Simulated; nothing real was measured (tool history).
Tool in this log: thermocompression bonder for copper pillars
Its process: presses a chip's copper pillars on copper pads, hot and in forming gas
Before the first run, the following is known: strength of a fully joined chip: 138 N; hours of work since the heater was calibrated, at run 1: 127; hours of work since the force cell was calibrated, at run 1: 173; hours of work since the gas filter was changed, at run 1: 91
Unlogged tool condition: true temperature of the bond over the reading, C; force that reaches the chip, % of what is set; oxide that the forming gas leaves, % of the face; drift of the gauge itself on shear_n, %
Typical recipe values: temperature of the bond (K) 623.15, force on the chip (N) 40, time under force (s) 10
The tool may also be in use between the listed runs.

run,hour,temperature of the bond (K),force on the chip (N),time under force (s),hours of work since the heater was calibrated,hours of work since the force cell was calibrated,hours of work since the gas filter was changed,force that shears a chip off (N)
1,0,623.15,40,10,127,173,91,101.2
2,13.6,623.15,40,5,137,183,100,83.4
3,20.5,623.15,40,5,141,187,105,81.3
4,29.8,623.15,40,10,148,194,111,97.9
5,44.4,623.15,40,10,158,204,121,98.9
6,51.2,616.15,40,10,162,208,126,92.2
7,59.6,623.15,52,10,168,214,131,115.3
8,73.9,623.15,52,24,178,224,141,128.3
9,87.6,623.15,52,24,187,233,151,124.8
10,102.1,623.15,40,6,197,243,160,86.4
11,112.8,623.15,33,6,205,250,168,73.2
# hour 120: forming gas filter changed
12,127.2,623.15,43,10,214,260,5,106.3
13,133.5,623.15,40,10,218,264,9,102.3
14,146,623.15,40,10,227,273,18,101.8
15,156.1,623.15,40,10,234,280,25,100.5
16,169.6,623.15,40,10,243,289,34,102.7
17,175.8,623.15,40,10,247,293,38,101
18,185.2,623.15,34,10,254,299,45,89.8
19,196.2,623.15,34,10,261,307,52,90.6
20,202.4,623.15,40,10,265,311,56,102.2
21,210.1,623.15,40,10,271,316,62,100.9
22,223.3,606.15,40,10,280,325,71,89.9
23,236.4,606.15,40,10,289,334,80,91.1
24,245.7,606.15,40,10,295,341,86,90.2
25,255,629.15,35,19,301,347,92,109.6
26,267.9,612.15,42,19,310,356,101,110.7
27,278.4,643.15,51,19,317,363,108,127.8
28,291.9,648.15,29,10,327,372,117,92.6
29,303.7,648.15,29,10,335,380,126,91.4
30,312.6,604.15,30,10,341,386,132,68.7
31,319.3,640.15,59,13,345,391,136,123.8
32,325.8,632.15,57,13,350,395,141,122.6
33,332.6,632.15,57,13,354,400,145,121.9
34,342.1,632.15,57,13,361,407,152,123
35,352.9,632.15,57,13,368,414,159,124.3
36,361.4,624.15,48,8,374,420,165,104.2
# hour 372.6: forming gas filter changed
37,376.9,624.15,48,8,384,430,3,107.8
38,384.8,615.15,55,10,390,435,8,116.6
39,391.1,642.15,31,22,394,440,13,114.5

Run 40 has not been measured yet. What should we expect?
40,397.4,642.15,31,22,398,444,17,?

For run 40 the tool returned force that shears a chip off (N) 113.9.
Without the tool's hidden state the same run would have given force that shears a chip off (N) 114.

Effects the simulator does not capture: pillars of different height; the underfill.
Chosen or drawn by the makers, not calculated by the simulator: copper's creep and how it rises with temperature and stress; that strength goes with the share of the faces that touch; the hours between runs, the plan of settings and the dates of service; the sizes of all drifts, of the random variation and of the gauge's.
